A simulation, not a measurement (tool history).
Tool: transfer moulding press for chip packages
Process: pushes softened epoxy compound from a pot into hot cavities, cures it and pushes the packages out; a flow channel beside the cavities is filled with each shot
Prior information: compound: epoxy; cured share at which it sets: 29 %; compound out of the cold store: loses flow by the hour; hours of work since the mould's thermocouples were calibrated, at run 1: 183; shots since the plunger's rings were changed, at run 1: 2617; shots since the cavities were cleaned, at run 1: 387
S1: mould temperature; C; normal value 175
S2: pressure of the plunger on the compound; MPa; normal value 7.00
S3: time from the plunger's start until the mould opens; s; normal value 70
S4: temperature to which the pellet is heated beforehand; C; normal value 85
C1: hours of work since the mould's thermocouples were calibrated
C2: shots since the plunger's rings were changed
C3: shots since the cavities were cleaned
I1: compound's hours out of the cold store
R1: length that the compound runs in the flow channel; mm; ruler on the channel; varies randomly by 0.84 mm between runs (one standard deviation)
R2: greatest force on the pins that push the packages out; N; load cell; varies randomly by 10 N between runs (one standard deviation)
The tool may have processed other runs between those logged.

| run | hour | S1 | S2 | S3 | S4 | C1 | C2 | C3 | I1 | R1 | R2 |
|---|---|---|---|---|---|---|---|---|---|---|---|
| 1 | 0.0 | 175 | 7.00 | 70 | 85 | 183 | 2617 | 387 | 32.7 | 470.0 | 886 |
|  | 11.6 | cavities cleaned with cleaning compound and waxed |
| 2 | 13.5 | 175 | 7.00 | 70 | 76 | 189 | 2767 | 23 | 14.7 | 524.0 | 565 |
|  | 29.1 | plunger's sealing rings changed |
| 3 | 32.0 | 175 | 7.00 | 70 | 76 | 199 | 36 | 223 | 23.9 | 512.6 | 841 |
|  | 55.8 | cavities cleaned with cleaning compound and waxed |
| 4 | 56.0 | 175 | 6.80 | 70 | 85 | 211 | 318 | 3 | 42.1 | 449.6 | 478 |
| 5 | 71.6 | 170 | 7.00 | 70 | 85 | 220 | 512 | 197 | 16.8 | 539.4 | 1062 |
| 6 | 83.7 | 170 | 7.00 | 70 | 85 | 227 | 664 | 349 | 12.9 | 554.1 | 1232 |
|  | 97.6 | cavities cleaned with cleaning compound and waxed |
| 7 | 100.8 | 175 | 7.00 | 70 | 85 | 236 | 859 | 40 | 15.6 | 531.8 | 577 |
| 8 | 119.0 | 177 | 7.00 | 70 | 85 | 246 | 1087 | 268 | 37.1 | 464.0 | 780 |
| 9 | 134.9 | 177 | 7.00 | 70 | 85 | 255 | 1285 | 466 | 9.1 | 549.8 | 970 |
|  | 140.1 | cavities cleaned with cleaning compound and waxed |
| 10 | 148.0 | 177 | 7.00 | 70 | 85 | 262 | 1430 | 98 | 41.1 | 452.2 | 606 |
| 11 | 164.4 | 172 | 7.00 | 70 | 85 | 271 | 1636 | 304 | 43.5 | 451.1 | 943 |
|  | 181.8 | cavities cleaned with cleaning compound and waxed |
| 12 | 185.4 | 182 | 7.00 | 70 | 85 | 283 | 1879 | 44 | 41.9 | 440.0 | 459 |
| 13 | 203.3 | 182 | 7.00 | 70 | 85 | 293 | 2104 | 269 | 24.9 | 487.3 | 692 |
|  | 223.1 | cavities cleaned with cleaning compound and waxed |
| 14 | 223.7 | 175 | 7.00 | 70 | 85 | 304 | 2340 | 8 | 10.0 | 545.7 | 505 |
| 15 | 240.9 | 175 | 7.00 | 70 | 85 | 313 | 2555 | 223 | 12.5 | 534.0 | 830 |
| 16 | 258.2 | 175 | 7.00 | 70 | 85 | 323 | 2771 | 439 | 30.0 | 478.9 | 892 |
|  | 264.6 | cavities cleaned with cleaning compound and waxed |
|  | 274.0 | plunger's sealing rings changed |
| 17 | 276.9 | 174 | 8.35 | 100 | 93 | 332 | 36 | 122 | 20.5 | 567.6 | 525 |
| 18 | 295.9 | 174 | 8.35 | 100 | 93 | 342 | 274 | 360 | 32.9 | 526.2 | 694 |
|  | 305.2 | mould's thermocouples calibrated |
|  | 310.6 | cavities cleaned with cleaning compound and waxed |
| 19 | 311.9 | 169 | 7.38 | 75 | 93 | 3 | 430 | 16 | 19.4 | 547.3 | 626 |
| 20 | 325.3 | 167 | 5.84 | 104 | 87 | 11 | 598 | 184 | 15.3 | 501.1 | 647 |
| 21 | 342.5 | 167 | 5.84 | 104 | 87 | 20 | 813 | 399 | 12.9 | 509.6 | 798 |
|  | 353.2 | cavities cleaned with cleaning compound and waxed |
| 22 | 353.4 | 178 | 6.96 | 107 | 79 | 26 | 930 | 1 | 19.4 | 514.8 | 373 |
| 23 | 373.6 | 175 | 8.15 | 53 | 85 | 37 | 1183 | 254 | 12.9 | 582.9 | 1779 |
| 24 | 392.0 | 169 | 8.15 | 53 | 85 | 48 | 1413 | 484 | 26.7 | 545.3 | 2562 |
|  | 394.8 | cavities cleaned with cleaning compound and waxed |
| 25 | 409.2 | 169 | 8.15 | 53 | 85 | 57 | 1609 | 179 | 44.6 | 485.1 | 1894 |
| 26 | 424.2 | 169 | 8.15 | 53 | 85 | 65 | 1797 | 367 | 45.3 | 484.4 | 2233 |
|  | 436.0 | cavities cleaned with cleaning compound and waxed |
| 27 | 438.9 | 169 | 8.15 | 53 | 85 | 73 | 1962 | 36 | 33.0 | 521.7 | 1430 |

Selected run-to-run steps in R1, each split into two signed amounts: the part the tool would show with no hidden state at all (from settings, incoming material and random variation), and the remainder, which goes to the hidden state together with any gauge scatter not common to the measured and the hidden-state-free results:
The tool's hidden condition here consists of: true mould temperature over the reading, C; pressure that reaches the compound, % of what is set; grip of the stained cavities, % over clean ones'; drift of the gauge itself on flow_mm, %; drift of the gauge itself on push_out_n, %.
Run 2 -> 3: plunger's sealing rings changed. R1 -11.4 mm: hidden state +18.1, all else -29.5.
Run 4 -> 5: S1 175 -> 170, S2 6.80 -> 7.00. R1 +89.8 mm: hidden state -1.6, all else +91.4.
Run 9 -> 10: cavities cleaned with cleaning compound and waxed. R1 -97.6 mm: hidden state +0.8, all else -98.4.
Run 16 -> 17: S1 175 -> 174, S2 7.00 -> 8.35, S3 70 -> 100, S4 85 -> 93, cavities cleaned with cleaning compound and waxed, plunger's sealing rings changed. R1 +88.7 mm: hidden state +13.7, all else +75.0.

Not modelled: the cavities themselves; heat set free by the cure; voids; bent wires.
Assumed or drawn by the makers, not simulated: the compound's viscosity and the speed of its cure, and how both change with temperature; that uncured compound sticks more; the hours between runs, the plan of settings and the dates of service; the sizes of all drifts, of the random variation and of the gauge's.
